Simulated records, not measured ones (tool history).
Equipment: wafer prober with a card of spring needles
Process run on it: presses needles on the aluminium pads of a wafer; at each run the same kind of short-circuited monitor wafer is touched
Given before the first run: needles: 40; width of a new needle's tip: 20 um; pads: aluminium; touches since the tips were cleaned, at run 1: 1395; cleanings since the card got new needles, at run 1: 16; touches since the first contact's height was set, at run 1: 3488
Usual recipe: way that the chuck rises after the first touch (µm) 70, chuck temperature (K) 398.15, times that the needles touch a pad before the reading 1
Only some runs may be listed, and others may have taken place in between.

run     day  way that the chuck rises after the first touch (µm)  chuck temperature (K)  times that the needles touch a pad before the reading  touches since the tips were cleaned  cleanings since the card got new needles  touches since the first contact's height was set  resistance of one needle with its contact and lead (mohm)  way that a needle slides on the pad (µm)
  1   0.000                                                   70                 398.15                                                      1                                 1395                                        16                                              3488                                                        403                                     19.44
      0.546  -- tips cleaned on abrasive film
  2   0.929                                                   53                 398.15                                                      1                                 4975                                        17                                             15451                                                        804                                     14.67
      1.200  -- tips cleaned on abrasive film
  3   1.767                                                   53                 398.15                                                      1                                 7302                                        18                                             26189                                                        905                                     14.65
      1.917  -- tips cleaned on abrasive film
  4   2.308                                                   53                 398.15                                                      1                                 5061                                        19                                             33168                                                        826                                     14.62
      2.608  -- tips cleaned on abrasive film
  5   3.100                                                   53                 398.15                                                      1                                 6357                                        20                                             43312                                                        863                                     14.58
      3.262  -- tips cleaned on abrasive film
      3.929  -- tips cleaned on abrasive film
  6   3.929                                                   79                 398.15                                                      1                                    0                                        22                                             53937                                                        258                                     21.81
  7   4.375                                                   65                 398.15                                                      1                                 5728                                        22                                             59665                                                        645                                     17.96
      4.612  -- tips cleaned on abrasive film
      5.017  -- height of the first contact set anew
  8   5.179                                                   70                 398.15                                                      1                                 7146                                        23                                              2066                                                        619                                     19.40
      5.308  -- tips cleaned on abrasive film
  9   5.725                                                   70                 398.15                                                      1                                 5336                                        24                                              9067                                                        572                                     19.42
      5.996  -- tips cleaned on abrasive film
 10   6.542                                                   70                 398.15                                                      1                                 7053                                        25                                             19587                                                        609                                     19.38
      6.688  -- tips cleaned on abrasive film
 11   7.054                                                   70                 398.15                                                      1                                 4717                                        26                                             26136                                                        589                                     19.39
      7.396  -- tips cleaned on abrasive film
 12   7.788                                                   70                 369.15                                                      1                                 5054                                        27                                             35556                                                        589                                     19.40
      8.058  -- tips cleaned on abrasive film
 13   8.579                                                   70                 398.15                                                      1                                 6710                                        28                                             45735                                                        620                                     19.39
      8.712  -- tips cleaned on abrasive film
      9.412  -- tips cleaned on abrasive film
 14   9.412                                                   70                 374.15                                                      1                                    0                                        30                                             56381                                                        285                                     19.31
     10.121  -- tips cleaned on abrasive film
     10.296  -- height of the first contact set anew
 15  10.367                                                   53                 374.15                                                      1                                 2972                                        31                                               909                                                        753                                     14.73
     10.833  -- tips cleaned on abrasive film
 16  11.229                                                   70                 398.15                                                      1                                 5100                                        32                                             12028                                                        582                                     19.43
     11.546  -- tips cleaned on abrasive film
 17  11.858                                                   70                 314.15                                                      2                                 4023                                        33                                             20091                                                        445                                     19.46
     12.271  -- tips cleaned on abrasive film
 18  12.508                                                   70                 332.15                                                      2                                 3086                                        34                                             28454                                                        410                                     19.34
     12.988  -- tips cleaned on abrasive film
 19  13.133                                                   70                 332.15                                                      2                                 1863                                        35                                             36444                                                        362                                     19.32
 20  13.600                                                   67                 310.15                                                      1                                 7921                                        35                                             42502                                                        721                                     18.51
     13.671  -- tips cleaned on abrasive film
     14.362  -- tips cleaned on abrasive film
 21  14.554                                                   67                 310.15                                                      1                                 2481                                        37                                             54707                                                        521                                     18.48
     15.062  -- tips cleaned on abrasive film
 22  15.062                                                   75                 316.15                                                      2                                    0                                        38                                             61214                                                        243                                     20.71
     15.550  -- height of the first contact set anew
 23  15.604                                                   73                 304.15                                                      2                                 6858                                        38                                               721                                                        460                                     20.27
     15.733  -- tips cleaned on abrasive film
 24  16.271                                                   69                 364.15                                                      2                                 6918                                        39                                              9236                                                        493                                     19.11
     16.425  -- tips cleaned on abrasive film
     17.096  -- tips cleaned on abrasive film
 25  17.292                                                   69                 364.15                                                      2                                 2489                                        41                                             22309                                                        398                                     19.10
     17.762  -- tips cleaned on abrasive film
 26  18.188                                                   69                 364.15                                                      2                                 5485                                        42                                             33854                                                        485                                     19.12
     18.479  -- tips cleaned on abrasive film
 27  18.912                                                   72                 398.15                                                      2                                 5596                                        43                                             43169                                                        453                                     19.90
     19.212  -- tips cleaned on abrasive film
 28  19.596                                                   72                 398.15                                                      2                                 4912                                        44                                             51914                                                        453                                     19.88
     19.871  -- tips cleaned on abrasive film
 29  20.342                                                   79                 398.15                                                      3                                 6113                                        45                                             61527                                                        355                                     21.81
     20.554  -- tips cleaned on abrasive film
     20.829  -- height of the first contact set anew
 30  21.196                                                   79                 398.15                                                      3                                 8106                                        46                                              4691                                                        367                                     21.95
     21.288  -- tips cleaned on abrasive film
     21.967  -- tips cleaned on abrasive film
 31  22.188                                                   63                 317.15                                                      1                                 2871                                        48                                             17438                                                        616                                     17.45
     22.688  -- tips cleaned on abrasive film
 32  23.200                                                   69                 317.15                                                      2                                 6580                                        49                                             30423                                                        504                                     19.12

3 ways to go on from here, each from the tool as it stands after run 32. What would each give?
     23.350  -- tips cleaned on abrasive film
  A  23.938                                                   69                 393.15                                                      2                                 7567                                        50                                             39913                                                          ?                                         ?
     23.350  -- tips cleaned on abrasive film
  B  23.938                                                   69                 317.15                                                      2                                 7567                                        50                                             39913                                                          ?                                         ?
     23.350  -- tips cleaned on abrasive film
  C  23.938                                                   55                 317.15                                                      2                                 7567                                        50                                             39913                                                          ?                                         ?

run  resistance of one needle with its contact and lead (mohm)  way that a needle slides on the pad (µm)
  A                                                        508                                     19.08
  B                                                        520                                     19.09
  C                                                        682                                     15.18
The same runs, with their run-to-run variation unchanged, on a tool lacking any hidden condition would have given:
run  resistance of one needle with its contact and lead (mohm)  way that a needle slides on the pad (µm)
  A                                                        247                                     19.16
  B                                                        227                                     19.17
  C                                                        232                                     15.26
